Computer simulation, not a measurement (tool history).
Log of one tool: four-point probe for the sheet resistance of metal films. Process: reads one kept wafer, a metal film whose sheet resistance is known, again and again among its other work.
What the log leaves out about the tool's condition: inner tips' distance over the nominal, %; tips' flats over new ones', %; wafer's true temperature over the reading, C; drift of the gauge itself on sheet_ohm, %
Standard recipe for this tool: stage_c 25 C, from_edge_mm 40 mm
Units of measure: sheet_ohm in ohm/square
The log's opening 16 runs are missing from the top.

run     day  stage_c  from_edge_mm  touches since the probe head was changed  hours of work since the stage's thermometer was calibrated  sheet_ohm
 17  21.538       25            40                                     36395                                                        1036   0.565295
 18  23.188       20            38                                     37340                                                        1056   0.567627
 19  24.783       20            11                                     38256                                                        1076   0.569877
 20  26.679       20            11                                     39343                                                        1099   0.569935
 21  28.058       20            11                                     40133                                                        1116   0.569877
 22  29.362       20            11                                     40881                                                        1132   0.569777
 23  30.404       20            11                                     41478                                                        1145   0.569775
 24  31.458       20            11                                     42082                                                        1158   0.569948
 25  33.304       25             5                                     43139                                                        1180   0.577142
 26  35.142       24            40                                     44193                                                        1203   0.565817
 27  35.946       24            40                                     44653                                                        1213   0.565787
 28  36.738       24             6                                     45108                                                        1222    0.57392
 29  37.679       24             6                                     45647                                                        1234   0.574055
 30  39.296       30            10                                     46576                                                        1254   0.566225
 31  40.404       32            17                                     47209                                                        1267   0.563753
 32  41.712       19            73                                     47959                                                        1283   0.567855
 33  43.642       20            11                                     49066                                                        1307   0.570027
 34  45.458       20            11                                     50106                                                        1329    0.56996

Branching from run 34: 5 alternative next runs. What would each branch give?
  A  46.729       34             7                                     50834                                                        1345          ?
  B  46.729       22            15                                     50834                                                        1345          ?
  C  46.729       27            23                                     50834                                                        1345          ?
  D  46.729       22             4                                     50834                                                        1345          ?
  E  46.729       27            20                                     50834                                                        1345          ?

run  sheet_ohm
  A   0.567913
  B   0.568112
  C   0.565029
  D   0.585019
  E   0.565307
What these runs would have given with no unlogged condition in the tool:
run  sheet_ohm
  A   0.567889
  B   0.568088
  C   0.565005
  D   0.584994
  E   0.565283
